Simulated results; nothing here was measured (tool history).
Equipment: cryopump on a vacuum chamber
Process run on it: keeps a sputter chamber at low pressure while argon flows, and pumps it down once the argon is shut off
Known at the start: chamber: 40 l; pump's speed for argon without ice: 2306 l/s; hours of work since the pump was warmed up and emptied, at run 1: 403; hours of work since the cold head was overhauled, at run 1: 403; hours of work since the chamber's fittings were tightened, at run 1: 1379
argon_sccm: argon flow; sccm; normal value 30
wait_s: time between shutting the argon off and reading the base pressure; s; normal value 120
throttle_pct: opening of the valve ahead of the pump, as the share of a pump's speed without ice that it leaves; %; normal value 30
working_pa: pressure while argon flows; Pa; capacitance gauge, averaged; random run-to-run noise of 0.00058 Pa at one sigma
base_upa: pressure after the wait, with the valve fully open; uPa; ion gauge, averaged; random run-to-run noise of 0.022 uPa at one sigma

| run | hour | argon_sccm | wait_s | throttle_pct | hours of work since the pump was warmed up and emptied | hours of work since the cold head was overhauled | hours of work since the chamber's fittings were tightened | working_pa | base_upa |
|---|---|---|---|---|---|---|---|---|---|
| 1 | 0.0 | 30 | 120 | 30 | 403 | 403 | 1379 | 0.0772 | 0.89 |
| 2 | 27.8 | 30 | 120 | 30 | 426 | 426 | 1403 | 0.0780 | 0.87 |
| 3 | 49.8 | 30 | 120 | 30 | 445 | 445 | 1421 | 0.0768 | 0.94 |
| 4 | 65.4 | 30 | 120 | 23 | 458 | 458 | 1434 | 0.1000 | 0.92 |
| 5 | 78.1 | 30 | 120 | 23 | 468 | 468 | 1445 | 0.1011 | 0.90 |
| 6 | 98.8 | 30 | 120 | 19 | 486 | 486 | 1462 | 0.1198 | 0.92 |
| 7 | 117.3 | 30 | 120 | 19 | 501 | 501 | 1478 | 0.1203 | 0.94 |
| 8 | 141.2 | 30 | 120 | 19 | 521 | 521 | 1498 | 0.1225 | 0.94 |
| 9 | 160.5 | 30 | 120 | 30 | 538 | 538 | 1514 | 0.0783 | 0.96 |
| 10 | 179.0 | 30 | 120 | 30 | 553 | 553 | 1530 | 0.0785 | 0.97 |
| 11 | 197.6 | 30 | 120 | 30 | 569 | 569 | 1545 | 0.0799 | 0.99 |
| 12 | 216.2 | 30 | 105 | 55 | 584 | 584 | 1561 | 0.0461 | 1.05 |
| 13 | 240.9 | 20 | 105 | 26 | 605 | 605 | 1582 | 0.0605 | 1.04 |
| 14 | 256.4 | 18 | 120 | 29 | 618 | 618 | 1595 | 0.0494 | 0.99 |
| 15 | 276.6 | 50 | 116 | 28 | 635 | 635 | 1612 | 0.1424 | 1.04 |
| 16 | 294.3 | 23 | 116 | 25 | 650 | 650 | 1626 | 0.0733 | 0.97 |
| 17 | 310.4 | 18 | 120 | 36 | 664 | 664 | 1640 | 0.0408 | 1.03 |
| 18 | 334.5 | 30 | 84 | 58 | 684 | 684 | 1660 | 0.0453 | 1.18 |
| 19 | 349.5 | 14 | 122 | 54 | 696 | 696 | 1673 | 0.0223 | 1.02 |
| 20 | 364.7 | 14 | 122 | 54 | 709 | 709 | 1686 | 0.0219 | 1.06 |
| 21 | 380.7 | 30 | 100 | 22 | 723 | 723 | 1699 | 0.1090 | 1.15 |

Measured minus without-hidden-state, run by run (identical run-to-run variation in each term; gauge scatter may differ):
The hidden state here: pump's speed, % of a pump's without ice; cold plate's temperature, K; leak into the chamber, uPa l/s; drift of the gauge itself on working_pa, %; drift of the gauge itself on base_upa, %.
| run | working_pa | base_upa |
|---|---|---|
| 1 | +0.0040 | +0.36 |
| 2 | +0.0043 | +0.37 |
| 3 | +0.0045 | +0.39 |
| 4 | +0.0045 | +0.38 |
| 5 | +0.0047 | +0.39 |
| 6 | +0.0048 | +0.38 |
| 7 | +0.0050 | +0.39 |
| 8 | +0.0053 | +0.41 |
| 9 | +0.0054 | +0.42 |
| 10 | +0.0056 | +0.44 |
| 11 | +0.0058 | +0.43 |
| 12 | +0.0060 | +0.44 |
| 13 | +0.0042 | +0.45 |
| 14 | +0.0039 | +0.46 |
| 15 | +0.0111 | +0.47 |
| 16 | +0.0053 | +0.46 |
| 17 | +0.0042 | +0.48 |
| 18 | +0.0072 | +0.49 |
| 19 | +0.0034 | +0.49 |
| 20 | +0.0036 | +0.51 |
| 21 | +0.0078 | +0.52 |
